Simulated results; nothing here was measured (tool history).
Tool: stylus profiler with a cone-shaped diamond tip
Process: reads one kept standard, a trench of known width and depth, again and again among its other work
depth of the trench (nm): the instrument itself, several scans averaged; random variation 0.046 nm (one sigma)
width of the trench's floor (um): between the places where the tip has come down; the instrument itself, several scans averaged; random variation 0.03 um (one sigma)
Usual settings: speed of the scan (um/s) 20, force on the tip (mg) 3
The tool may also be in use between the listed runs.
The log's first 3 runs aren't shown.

run,day,speed of the scan (um/s),force on the tip (mg),depth of the trench (nm),width of the trench's floor (um)
4,2.175,20,3.28,506.97,97.04
5,2.921,20,3.28,507.03,97.04
6,3.812,20,3.28,507.05,97.1
7,4.462,20,1.71,504.78,97.02
8,5,20,3,506.66,97.04
9,5.496,16,3,506.7,97.09
10,6.438,16,3,506.72,97.12
11,7.412,8,3,506.7,97.11
12,8.379,20,3,506.71,97.01
13,8.858,42,3,506.66,96.9
14,9.733,68,3,506.65,96.82
15,10.367,68,3,506.74,96.75
16,11.083,68,3,506.69,96.73
17,11.804,68,3,506.8,96.71
18,12.612,68,3,506.72,96.73
19,13.346,68,3,506.88,96.71
20,14.012,20,5.41,509.87,97.02
21,14.529,18,5.41,509.82,96.99
22,15.417,11,5.5,510,97.01

The next listed run, before its measurement:
23,15.892,78,4.99,?,?

{"run 23": {"depth of the trench (nm)": 509.36, "width of the trench's floor (um)": 96.73}}
Without the tool's hidden state the same run would have given depth of the trench (nm) 508.96, width of the trench's floor (um) 97.
